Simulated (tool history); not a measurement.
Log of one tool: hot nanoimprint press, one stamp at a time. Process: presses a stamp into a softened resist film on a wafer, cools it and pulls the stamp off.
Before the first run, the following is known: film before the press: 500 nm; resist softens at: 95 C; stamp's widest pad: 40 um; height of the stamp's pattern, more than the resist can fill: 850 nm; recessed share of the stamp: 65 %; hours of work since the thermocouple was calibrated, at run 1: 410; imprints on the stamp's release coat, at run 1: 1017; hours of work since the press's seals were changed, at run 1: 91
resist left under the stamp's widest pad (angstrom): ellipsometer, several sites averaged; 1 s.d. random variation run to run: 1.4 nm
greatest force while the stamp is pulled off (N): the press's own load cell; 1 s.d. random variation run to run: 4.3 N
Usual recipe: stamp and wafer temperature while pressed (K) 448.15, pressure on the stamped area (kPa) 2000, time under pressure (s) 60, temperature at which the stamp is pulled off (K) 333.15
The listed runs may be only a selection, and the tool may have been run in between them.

run,hour,stamp and wafer temperature while pressed (K),pressure on the stamped area (kPa),time under pressure (s),temperature at which the stamp is pulled off (K),hours of work since the thermocouple was calibrated,imprints on the stamp's release coat,hours of work since the press's seals were changed,resist left under the stamp's widest pad (angstrom),greatest force while the stamp is pulled off (N)
1,0.0,448.15,2000,60,333.15,410,1017,91,2546,265
2,6.0,448.15,2000,60,333.15,414,1039,96,2548,264
3,10.9,448.15,2000,60,333.15,418,1057,99,2566,256
4,14.8,448.15,2000,60,333.15,420,1071,102,2515,264
5,21.3,448.15,2000,60,333.15,425,1095,107,2532,262
# hour 29.2: stamp cleaned and given a new release coat
6,31.6,448.15,2000,60,333.15,428,9,110,2522,216
7,40.5,448.15,2000,60,333.15,435,42,116,2569,214
8,46.4,448.15,2980,60,333.15,439,63,120,2155,214
# hour 51.3: plate thermocouple calibrated
9,53.7,448.15,2980,60,333.15,2,79,123,2306,226
10,60.2,448.15,2980,60,333.15,6,103,128,2302,220
11,64.5,448.15,2980,60,333.15,9,119,131,2306,234
12,73.8,448.15,2980,60,333.15,16,153,138,2281,230
13,82.6,448.15,2000,99,333.15,22,185,144,2234,219
14,87.6,448.15,2690,60,333.15,26,203,147,2406,235
15,95.5,456.15,2690,60,333.15,31,232,153,1651,230
16,104.4,456.15,2690,60,333.15,38,265,159,1624,229
17,113.5,448.15,2580,90,333.15,44,298,166,2080,230
18,119.9,456.15,3030,89,323.15,49,322,170,1297,291
19,124.7,440.15,3030,89,323.15,52,339,174,2839,293
20,132.0,448.15,2000,33,333.15,58,366,179,3229,244
21,137.0,443.15,1370,61,333.15,61,384,183,3622,233
22,143.3,443.15,1370,51,318.15,66,407,187,3794,314
23,150.1,443.15,1370,51,318.15,70,432,192,3757,328
24,154.9,443.15,1370,51,318.15,74,450,195,3778,310
25,162.5,443.15,1370,51,318.15,79,478,201,3786,326
26,168.5,446.15,1220,51,318.15,83,500,205,3528,335
27,177.6,446.15,1220,51,318.15,90,533,211,3526,327
28,182.4,446.15,1220,51,321.15,93,551,215,3522,313
29,191.4,449.15,2460,59,333.15,100,584,221,2359,242

Each row is a separate what-if for the run after 29, all from the same tool condition, not one after another. Results?
A,198.8,439.15,1650,63,333.15,105,611,227,?,?
B,198.8,450.15,1830,59,333.15,105,611,227,?,?
C,198.8,448.15,2460,120,322.15,105,611,227,?,?
D,198.8,448.15,2000,59,333.15,105,611,227,?,?

run,resist left under the stamp's widest pad (angstrom),greatest force while the stamp is pulled off (N)
A,3831,247
B,2515,242
C,1892,303
D,2662,245
Stripped of hidden state, with their random variation kept, the same runs would have yielded:
run,resist left under the stamp's widest pad (angstrom),greatest force while the stamp is pulled off (N)
A,3866,223
B,2549,219
C,1919,273
D,2696,221
